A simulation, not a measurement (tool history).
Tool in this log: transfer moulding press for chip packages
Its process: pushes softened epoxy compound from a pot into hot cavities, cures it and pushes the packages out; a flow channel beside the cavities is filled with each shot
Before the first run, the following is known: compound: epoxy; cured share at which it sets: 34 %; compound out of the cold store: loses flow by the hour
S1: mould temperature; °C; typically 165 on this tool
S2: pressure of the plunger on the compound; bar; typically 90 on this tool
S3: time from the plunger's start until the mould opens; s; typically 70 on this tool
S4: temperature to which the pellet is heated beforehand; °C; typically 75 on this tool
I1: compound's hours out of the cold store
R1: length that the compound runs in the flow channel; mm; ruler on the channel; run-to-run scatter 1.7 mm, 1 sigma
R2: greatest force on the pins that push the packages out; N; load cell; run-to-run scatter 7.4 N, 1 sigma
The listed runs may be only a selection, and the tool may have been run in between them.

run,day,S1,S2,S3,S4,I1,R1,R2
1,0,165,90,70,75,47,510,332
2,0.683,165,90,70,75,18.8,550,483
3,1.108,165,90,70,83,40.7,513,495
4,1.462,165,90,70,83,42,510,512
# day 1.829: cavities cleaned with cleaning compound and waxed
5,1.829,165,90,70,83,21.9,539,289
6,2.525,165,90,70,83,43.9,506,406
7,2.829,165,90,70,83,37.4,513,461
8,3.396,165,90,70,83,12.2,551,547
# day 3.779: cavities cleaned with cleaning compound and waxed
9,3.946,165,90,70,83,34.6,518,313
10,4.5,165,71.9,70,75,9.8,495,495
11,5.033,165,75.8,70,75,43.9,460,530
# day 5.375: plunger's sealing rings changed
12,5.454,159,101.4,104,66,23.5,609,352
# day 5.829: cavities cleaned with cleaning compound and waxed
13,6.092,165,101.4,104,84,36.2,568,213
14,6.779,165,101.4,104,84,27.9,581,279
15,7.275,165,101.4,88,84,45.1,553,343
16,7.633,165,90,72,84,45,519,512
# day 7.792: cavities cleaned with cleaning compound and waxed
17,8.312,165,87.8,55,75,37.8,521,811
18,8.775,159,90,70,80,42.4,537,745
19,9.371,165,91.4,86,77,15.7,567,363

For some of the steps in R1 from one run to the next: how much would appear even if the tool had no hidden state, given the settings, what came in and random variation, and how much remains for the hidden state plus any gauge scatter that the measured result and the result without hidden state don't share?
The hidden state here: true mould temperature over the reading, C; pressure that reaches the compound, % of what is set; grip of the stained cavities, % over clean ones'; drift of the gauge itself on flow_mm, %; drift of the gauge itself on push_out_n, %.
Run 11 -> 12: S1 165 -> 159, S2 75.8 -> 101.4, S3 70 -> 104, S4 75 -> 66, plunger's sealing rings changed. R1 +149 mm: hidden state +24, all else +125.

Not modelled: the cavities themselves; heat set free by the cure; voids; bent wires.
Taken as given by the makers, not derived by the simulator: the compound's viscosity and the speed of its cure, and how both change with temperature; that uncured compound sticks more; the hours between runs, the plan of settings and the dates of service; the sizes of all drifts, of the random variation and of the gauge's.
